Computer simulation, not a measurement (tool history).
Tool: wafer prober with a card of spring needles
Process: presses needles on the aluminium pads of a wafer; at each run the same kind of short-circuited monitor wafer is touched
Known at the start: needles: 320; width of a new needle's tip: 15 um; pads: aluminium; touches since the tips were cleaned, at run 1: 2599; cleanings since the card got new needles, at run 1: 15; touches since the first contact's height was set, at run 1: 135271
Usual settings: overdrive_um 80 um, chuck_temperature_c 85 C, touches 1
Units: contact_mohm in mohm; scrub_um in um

run,hour,overdrive_um,chuck_temperature_c,touches,touches since the tips were cleaned,cleanings since the card got new needles,touches since the first contact's height was set,contact_mohm,scrub_um
1,0.0,80,85,1,2599,15,135271,265,15.29
2,16.8,80,85,1,7568,15,140240,270,15.28
# hour 18.0: tips cleaned on abrasive film
3,25.5,80,85,1,2231,16,142788,266,15.28
4,40.3,80,85,1,6624,16,147181,268,15.27
# hour 45.5: tips cleaned on abrasive film
5,59.7,80,85,1,4208,17,152896,264,15.26
6,67.9,80,85,2,6616,17,155304,264,15.24
# hour 72.0: tips cleaned on abrasive film
# hour 82.4: height of the first contact set anew
7,87.5,80,85,2,4497,18,1498,269,15.22
8,96.9,80,85,2,7281,18,4282,263,15.16
# hour 99.0: tips cleaned on abrasive film
9,115.0,80,85,2,4746,19,9626,265,15.16
10,124.2,80,85,1,7462,19,12342,267,15.18
# hour 126.0: tips cleaned on abrasive film
11,141.4,80,85,1,4548,20,17399,265,15.15
# hour 152.4: tips cleaned on abrasive film
12,155.7,80,85,1,962,21,21588,267,15.08
13,170.1,80,85,1,5223,21,25849,262,15.12
# hour 178.8: tips cleaned on abrasive film
14,179.8,80,85,1,278,22,28691,267,15.17
15,196.0,80,85,1,5076,22,33489,265,15.14
# hour 206.1: tips cleaned on abrasive film
16,206.2,80,85,1,39,23,36500,262,15.05
17,222.7,80,85,1,4898,23,41359,263,15.10
# hour 233.5: tips cleaned on abrasive film
18,236.2,87,59,2,794,24,45324,257,16.36
19,254.5,87,59,2,6218,24,50748,257,16.37
# hour 261.1: tips cleaned on abrasive film
20,264.2,87,59,2,919,25,53599,253,16.42
# hour 272.8: gauge calibrated
21,276.6,87,59,2,4597,25,57277,262,16.64
# hour 287.9: tips cleaned on abrasive film
22,290.0,87,59,2,626,26,61195,258,16.59
23,298.8,87,59,2,3248,26,63817,257,16.54
24,310.2,82,85,2,6617,26,67186,265,15.51
# hour 314.3: tips cleaned on abrasive film
25,324.2,82,85,2,2915,27,71286,264,15.52
# hour 341.5: tips cleaned on abrasive film
26,343.2,82,61,2,507,28,76882,259,15.57
27,362.2,70,38,3,6139,28,82514,252,13.27

The next listed run, before its measurement:
# hour 367.9: tips cleaned on abrasive film
28,374.9,70,38,3,2080,29,86249,?,?

Run 28 gave contact_mohm 252 mohm, scrub_um 13.28 um.
Without the tool's hidden state the same run would have given contact_mohm 252 mohm, scrub_um 13.36 um.
